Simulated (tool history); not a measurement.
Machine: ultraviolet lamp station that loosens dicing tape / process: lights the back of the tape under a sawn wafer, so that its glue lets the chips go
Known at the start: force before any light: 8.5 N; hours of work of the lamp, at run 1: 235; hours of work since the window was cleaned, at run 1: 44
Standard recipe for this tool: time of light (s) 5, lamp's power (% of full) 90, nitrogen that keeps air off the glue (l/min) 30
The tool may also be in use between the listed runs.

run     day  time of light (s)  lamp's power (% of full)  nitrogen that keeps air off the glue (l/min)  hours of work of the lamp  hours of work since the window was cleaned  force that peels the tape off (N)  light that reached the tape (J/m2)
  1   0.000                  5                        90                                            30                        235                                          44                              0.405                                5790
  2   0.617                  5                        90                                            30                        243                                          52                              0.427                                5830
  3   1.250                  5                        90                                            13                        251                                          60                              0.807                                5730
  4   1.750                  5                        90                                            13                        257                                          66                              0.856                                5720
  5   2.758                  5                        90                                            13                        270                                          79                              0.842                                5660
  6   3.642                  5                        90                                            13                        281                                          90                              0.858                                5670
  7   4.783                  5                        90                                            13                        296                                         104                              0.867                                5640
  8   5.583                  5                        90                                            13                        306                                         115                              0.892                                5570
  9   6.233                  3                        90                                            13                        314                                         123                              2.003                                3330
 10   6.921                  5                        90                                            30                        323                                         131                              0.434                                5450
 11   7.529                  5                        90                                            30                        330                                         139                              0.454                                5500
 12   8.608                  5                        90                                            30                        344                                         153                              0.436                                5460
 13   9.650                  5                        90                                            13                        357                                         166                              0.914                                5440
 14  10.838                  5                        90                                            13                        372                                         181                              0.951                                5410
 15  11.467                  5                        90                                            13                        380                                         189                              0.945                                5410
 16  12.292                  5                        90                                            13                        391                                         199                              0.998                                5320
 17  13.321                  5                        90                                            13                        404                                         212                              0.948                                5360
 18  14.046                  5                        90                                            13                        413                                         221                              0.962                                5320
 19  14.825                  6                        90                                            30                        423                                         231                              0.335                                6320
 20  15.633                  3                        80                                            24                        433                                         242                              1.794                                2770
 21  16.671                  3                        80                                            24                        446                                         255                              1.801                                2800
 22  17.196                  3                        80                                            24                        453                                         261                              1.836                                2790
 23  17.688                  3                        80                                            24                        459                                         268                              1.894                                2780
 24  18.638                  3                        80                                            24                        471                                         280                              1.915                                2740
 25  19.792                  5                        91                                            28                        485                                         294                              0.547                                5260
 26  20.533                  6                        91                                            46                        495                                         303                              0.267                                6220
 27  21.462                  2                        62                                            41                        506                                         315                              3.273                                1410
 28  22.567                  7                        82                                            42                        520                                         329                              0.284                                6510
 29  23.404                  3                        82                                            58                        531                                         340                              1.204                                2770
 30  24.158                  3                        82                                            58                        541                                         349                              1.222                                2780
 31  25.283                  2                        90                                            11                        555                                         364                              3.795                                2000
 32  26.079                  3                        87                                            14                        565                                         374                              2.460                                2880
 33  26.804                  4                        68                                            16                        574                                         383                              2.089                                3030
 34  27.775                  4                        68                                            16                        586                                         395                              2.159                                2930
 35  28.929                  4                        68                                            16                        601                                         410                              2.135                                2920
 36  29.867                  9                        94                                            10                        613                                         421                              0.402                                9030
 37  30.446                  5                        94                                            10                        620                                         429                              1.280                                5020

How would selected steps in force that peels the tape off (N) from run to run divide? Give the signed amount a tool lacking its hidden state would still show from settings, what came in and random variation, and the signed amount left for the hidden state, including any gauge scatter that is not in both of the compared results.
Unlogged tool condition in this case: lamp's light, % of a new lamp's; light that the window lets through, % of a clean one's; drift of the gauge itself on peel_n, %; drift of the gauge itself on dose_mj_cm2, %.
Run 26 -> 27: time of light (s) 6 -> 2, lamp's power (% of full) 91 -> 62, nitrogen that keeps air off the glue (l/min) 46 -> 41. force that peels the tape off (N) +3.006: hidden state +0.521, all else +2.485.
Run 27 -> 28: time of light (s) 2 -> 7, lamp's power (% of full) 62 -> 82, nitrogen that keeps air off the glue (l/min) 41 -> 42. force that peels the tape off (N) -2.989: hidden state -0.517, all else -2.472.
Run 30 -> 31: time of light (s) 3 -> 2, lamp's power (% of full) 82 -> 90, nitrogen that keeps air off the glue (l/min) 58 -> 11. force that peels the tape off (N) +2.573: hidden state +0.254, all else +2.319.
Run 35 -> 36: time of light (s) 4 -> 9, lamp's power (% of full) 68 -> 94, nitrogen that keeps air off the glue (l/min) 16 -> 10. force that peels the tape off (N) -1.733: hidden state -0.487, all else -1.246.

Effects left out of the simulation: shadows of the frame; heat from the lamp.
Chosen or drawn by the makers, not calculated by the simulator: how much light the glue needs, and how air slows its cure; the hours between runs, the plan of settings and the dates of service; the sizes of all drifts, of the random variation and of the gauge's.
